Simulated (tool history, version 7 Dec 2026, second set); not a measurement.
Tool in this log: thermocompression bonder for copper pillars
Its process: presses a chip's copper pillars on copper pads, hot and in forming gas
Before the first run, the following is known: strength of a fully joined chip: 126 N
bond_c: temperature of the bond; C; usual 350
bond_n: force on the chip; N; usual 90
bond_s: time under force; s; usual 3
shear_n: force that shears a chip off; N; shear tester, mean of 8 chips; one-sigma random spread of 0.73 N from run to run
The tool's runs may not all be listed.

run 1 hour=0 | bond_c=350 bond_n=90 bond_s=3 | shear_n=56.2
run 2 hour=20.4 | bond_c=350 bond_n=90 bond_s=3 | shear_n=57.1
run 3 hour=44.5 | bond_c=350 bond_n=90 bond_s=3 | shear_n=56.2
run 4 hour=63.9 | bond_c=350 bond_n=90 bond_s=3 | shear_n=58
run 5 hour=96.6 | bond_c=350 bond_n=90 bond_s=3 | shear_n=57.2
run 6 hour=116.2 | bond_c=350 bond_n=90 bond_s=3 | shear_n=59.2
run 7 hour=131.6 | bond_c=350 bond_n=90 bond_s=8 | shear_n=78.1
run 8 hour=155.3 | bond_c=350 bond_n=90 bond_s=8 | shear_n=79
run 9 hour=180.7 | bond_c=350 bond_n=90 bond_s=8 | shear_n=77.7
run 10 hour=206 | bond_c=345 bond_n=90 bond_s=8 | shear_n=75.1
run 11 hour=237.4 | bond_c=345 bond_n=90 bond_s=8 | shear_n=74.9
run 12 hour=263.9 | bond_c=345 bond_n=71 bond_s=8 | shear_n=66.2
run 13 hour=296.2 | bond_c=345 bond_n=71 bond_s=8 | shear_n=64.2
-- hour=301.8 forming gas filter changed
run 14 hour=327.6 | bond_c=345 bond_n=71 bond_s=8 | shear_n=68.4
run 15 hour=350.4 | bond_c=345 bond_n=71 bond_s=8 | shear_n=67.6
run 16 hour=377.3 | bond_c=345 bond_n=71 bond_s=8 | shear_n=67.3
run 17 hour=398.6 | bond_c=345 bond_n=71 bond_s=8 | shear_n=66.3
run 18 hour=415 | bond_c=345 bond_n=71 bond_s=8 | shear_n=66.9
run 19 hour=431.7 | bond_c=350 bond_n=90 bond_s=3 | shear_n=57.9
run 20 hour=463.2 | bond_c=331 bond_n=90 bond_s=3 | shear_n=46.7
run 21 hour=487.4 | bond_c=331 bond_n=90 bond_s=3 | shear_n=46.8
run 22 hour=501.4 | bond_c=350 bond_n=78 bond_s=2 | shear_n=44.7
run 23 hour=526.3 | bond_c=365 bond_n=94 bond_s=3 | shear_n=68.5
run 24 hour=543.6 | bond_c=341 bond_n=82 bond_s=3 | shear_n=49.5
run 25 hour=576 | bond_c=346 bond_n=106 bond_s=3 | shear_n=60.7
run 26 hour=600.7 | bond_c=379 bond_n=106 bond_s=3 | shear_n=81.9
run 27 hour=615 | bond_c=379 bond_n=106 bond_s=3 | shear_n=83.8
-- hour=623.7 forming gas filter changed
run 28 hour=647.3 | bond_c=370 bond_n=90 bond_s=2 | shear_n=63.6
run 29 hour=672.1 | bond_c=367 bond_n=133 bond_s=6 | shear_n=99.5
run 30 hour=693.3 | bond_c=367 bond_n=133 bond_s=6 | shear_n=103.1
run 31 hour=714.2 | bond_c=350 bond_n=103 bond_s=4 | shear_n=70.3
-- hour=724.7 heater calibrated with a thermocouple chip
run 32 hour=735.5 | bond_c=365 bond_n=91 bond_s=5 | shear_n=75.3
run 33 hour=763.3 | bond_c=340 bond_n=101 bond_s=9 | shear_n=76.8
run 34 hour=791.5 | bond_c=340 bond_n=101 bond_s=9 | shear_n=75.4
run 35 hour=818 | bond_c=374 bond_n=55 bond_s=7 | shear_n=68.3
run 36 hour=849.9 | bond_c=362 bond_n=86 bond_s=3 | shear_n=59.4
run 37 hour=882.7 | bond_c=350 bond_n=90 bond_s=2 | shear_n=45.2
run 38 hour=904.1 | bond_c=336 bond_n=123 bond_s=2 | shear_n=48.1
run 39 hour=923 | bond_c=336 bond_n=123 bond_s=2 | shear_n=48.9
-- hour=948.3 forming gas filter changed
run 40 hour=955.3 | bond_c=348 bond_n=90 bond_s=2 | shear_n=46.5

4 ways to go on from here, each from the tool as it stands after run 40. What would each give?
run A hour=983.4 | bond_c=332 bond_n=89 bond_s=3 | shear_n=?
run B hour=983.4 | bond_c=348 bond_n=90 bond_s=2 | shear_n=?
run C hour=983.4 | bond_c=368 bond_n=90 bond_s=3 | shear_n=?
run D hour=983.4 | bond_c=350 bond_n=102 bond_s=8 | shear_n=?

run=A shear_n=44.3
run=B shear_n=44.1
run=C shear_n=64.9
run=D shear_n=80.9
What these runs would have given with no unlogged condition in the tool:
run=A shear_n=43.3
run=B shear_n=43.1
run=C shear_n=63.7
run=D shear_n=79.7
